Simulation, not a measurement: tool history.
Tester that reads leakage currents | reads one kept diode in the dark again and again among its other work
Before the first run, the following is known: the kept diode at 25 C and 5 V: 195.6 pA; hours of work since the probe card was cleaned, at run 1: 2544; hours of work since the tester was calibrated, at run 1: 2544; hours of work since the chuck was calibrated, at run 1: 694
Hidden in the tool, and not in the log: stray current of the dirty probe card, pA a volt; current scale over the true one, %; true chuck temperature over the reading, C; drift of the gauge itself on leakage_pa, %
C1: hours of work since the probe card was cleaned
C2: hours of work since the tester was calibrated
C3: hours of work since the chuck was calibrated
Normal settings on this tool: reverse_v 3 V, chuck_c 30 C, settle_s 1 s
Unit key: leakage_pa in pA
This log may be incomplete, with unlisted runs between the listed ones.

run 1 hour=0 | reverse_v=3 chuck_c=30 settle_s=1 | C1=2544 C2=2544 C3=694 | leakage_pa=227.28
run 2 hour=186.6 | reverse_v=3 chuck_c=30 settle_s=1 | C1=2648 C2=2648 C3=799 | leakage_pa=226.9
-- hour=248.6 chuck's temperature calibrated
run 3 hour=299.3 | reverse_v=3 chuck_c=30 settle_s=0.75 | C1=2710 C2=2710 C3=28 | leakage_pa=227.79
-- hour=370.4 probe card cleaned and baked
run 4 hour=478.2 | reverse_v=3 chuck_c=30 settle_s=0.75 | C1=60 C2=2808 C3=127 | leakage_pa=228.52
run 5 hour=699.8 | reverse_v=3 chuck_c=30 settle_s=0.75 | C1=184 C2=2932 C3=250 | leakage_pa=226.98
run 6 hour=925.6 | reverse_v=3 chuck_c=30 settle_s=0.75 | C1=310 C2=3058 C3=376 | leakage_pa=228.26
run 7 hour=1108.3 | reverse_v=3 chuck_c=30 settle_s=0.75 | C1=412 C2=3160 C3=478 | leakage_pa=228.49
run 8 hour=1348 | reverse_v=3 chuck_c=30 settle_s=0.75 | C1=546 C2=3294 C3=612 | leakage_pa=226.46
run 9 hour=1528.7 | reverse_v=3 chuck_c=30 settle_s=0.75 | C1=647 C2=3395 C3=713 | leakage_pa=226.32
run 10 hour=1659.1 | reverse_v=3 chuck_c=30 settle_s=0.75 | C1=719 C2=3468 C3=786 | leakage_pa=227.85
-- hour=1751.7 chuck's temperature calibrated
run 11 hour=1859.5 | reverse_v=3 chuck_c=30 settle_s=0.75 | C1=830 C2=3578 C3=60 | leakage_pa=227.02
run 12 hour=2062.4 | reverse_v=3 chuck_c=30 settle_s=0.75 | C1=943 C2=3692 C3=173 | leakage_pa=228.65
run 13 hour=2282.5 | reverse_v=3 chuck_c=30 settle_s=0.75 | C1=1066 C2=3814 C3=296 | leakage_pa=227.52
run 14 hour=2442.9 | reverse_v=3 chuck_c=30 settle_s=0.75 | C1=1156 C2=3904 C3=386 | leakage_pa=227.6
run 15 hour=2587.2 | reverse_v=3 chuck_c=40 settle_s=1 | C1=1236 C2=3985 C3=466 | leakage_pa=527.97
run 16 hour=2777.3 | reverse_v=3 chuck_c=40 settle_s=1 | C1=1343 C2=4091 C3=573 | leakage_pa=529.24
run 17 hour=2969.2 | reverse_v=3 chuck_c=40 settle_s=1 | C1=1450 C2=4198 C3=680 | leakage_pa=529.35
run 18 hour=3175.1 | reverse_v=3 chuck_c=40 settle_s=1 | C1=1565 C2=4313 C3=795 | leakage_pa=527.27
-- hour=3250.1 chuck's temperature calibrated
run 19 hour=3418.9 | reverse_v=3 chuck_c=40 settle_s=9.1 | C1=1700 C2=4448 C3=94 | leakage_pa=529.37
run 20 hour=3608.4 | reverse_v=3 chuck_c=40 settle_s=9.1 | C1=1805 C2=4553 C3=200 | leakage_pa=527.97
run 21 hour=3739 | reverse_v=3.04 chuck_c=58 settle_s=9.1 | C1=1878 C2=4626 C3=273 | leakage_pa=2146.5
run 22 hour=3895 | reverse_v=4.2 chuck_c=31 settle_s=1.99 | C1=1965 C2=4713 C3=360 | leakage_pa=300.89
run 23 hour=4032.3 | reverse_v=4.2 chuck_c=39 settle_s=1.99 | C1=2042 C2=4790 C3=437 | leakage_pa=592.36
run 24 hour=4153.3 | reverse_v=4.2 chuck_c=39 settle_s=1.99 | C1=2109 C2=4858 C3=504 | leakage_pa=594.5
run 25 hour=4387.6 | reverse_v=8.53 chuck_c=45 settle_s=2.71 | C1=2240 C2=4988 C3=635 | leakage_pa=1445.54
run 26 hour=4542.5 | reverse_v=1.11 chuck_c=38 settle_s=0.94 | C1=2327 C2=5075 C3=721 | leakage_pa=250.98
run 27 hour=4711.6 | reverse_v=1.11 chuck_c=38 settle_s=0.94 | C1=2421 C2=5169 C3=816 | leakage_pa=250.23
-- hour=4746.2 chuck's temperature calibrated
run 28 hour=4829 | reverse_v=11.38 chuck_c=45 settle_s=1 | C1=2486 C2=5234 C3=46 | leakage_pa=1720.98
run 29 hour=4955.3 | reverse_v=11.38 chuck_c=37 settle_s=1 | C1=2556 C2=5304 C3=117 | leakage_pa=900.18
run 30 hour=5114.3 | reverse_v=11.38 chuck_c=37 settle_s=1 | C1=2645 C2=5393 C3=205 | leakage_pa=896.44
run 31 hour=5248.9 | reverse_v=2.9 chuck_c=22 settle_s=3.35 | C1=2720 C2=5468 C3=281 | leakage_pa=108.41
-- hour=5300.8 probe card cleaned and baked
-- hour=5302.8 tester calibrated
run 32 hour=5439 | reverse_v=9.48 chuck_c=58 settle_s=3.35 | C1=76 C2=76 C3=384 | leakage_pa=4163.16
run 33 hour=5678.5 | reverse_v=9.48 chuck_c=58 settle_s=3.35 | C1=210 C2=210 C3=518 | leakage_pa=4150.01
run 34 hour=5844 | reverse_v=2.42 chuck_c=55 settle_s=3.64 | C1=302 C2=302 C3=610 | leakage_pa=1507.48
run 35 hour=6010.4 | reverse_v=2.42 chuck_c=55 settle_s=3.64 | C1=395 C2=395 C3=703 | leakage_pa=1503.01
run 36 hour=6234.3 | reverse_v=2.14 chuck_c=55 settle_s=0.5 | C1=520 C2=520 C3=828 | leakage_pa=1401.14
-- hour=6247.3 chuck's temperature calibrated
run 37 hour=6430.5 | reverse_v=10.49 chuck_c=30 settle_s=1.14 | C1=628 C2=628 C3=102 | leakage_pa=471.86
run 38 hour=6597.9 | reverse_v=10.49 chuck_c=30 settle_s=1.14 | C1=722 C2=722 C3=196 | leakage_pa=471.01
run 39 hour=6768.6 | reverse_v=3 chuck_c=30 settle_s=0.92 | C1=817 C2=817 C3=291 | leakage_pa=228.9

For some of the steps in leakage_pa from one run to the next: how much would appear even if the tool had no hidden state, given the settings, what came in and random variation, and how much remains for the hidden state plus any gauge scatter that the measured result and the result without hidden state don't share?
Run 21 -> 22: reverse_v 3.04 -> 4.2, chuck_c 58 -> 31, settle_s 9.1 -> 1.99. leakage_pa -1845.61 pA: hidden state +0.74, all else -1846.35.
Run 31 -> 32: reverse_v 2.9 -> 9.48, chuck_c 22 -> 58, probe card cleaned and baked, tester calibrated. leakage_pa +4054.75 pA: hidden state -4.71, all else +4059.46.
Run 33 -> 34: reverse_v 9.48 -> 2.42, chuck_c 58 -> 55, settle_s 3.35 -> 3.64. leakage_pa -2642.53 pA: hidden state +3.48, all else -2646.01.
Run 36 -> 37: reverse_v 2.14 -> 10.49, chuck_c 55 -> 30, settle_s 0.5 -> 1.14, chuck's temperature calibrated. leakage_pa -929.28 pA: hidden state +3.2, all else -932.48.
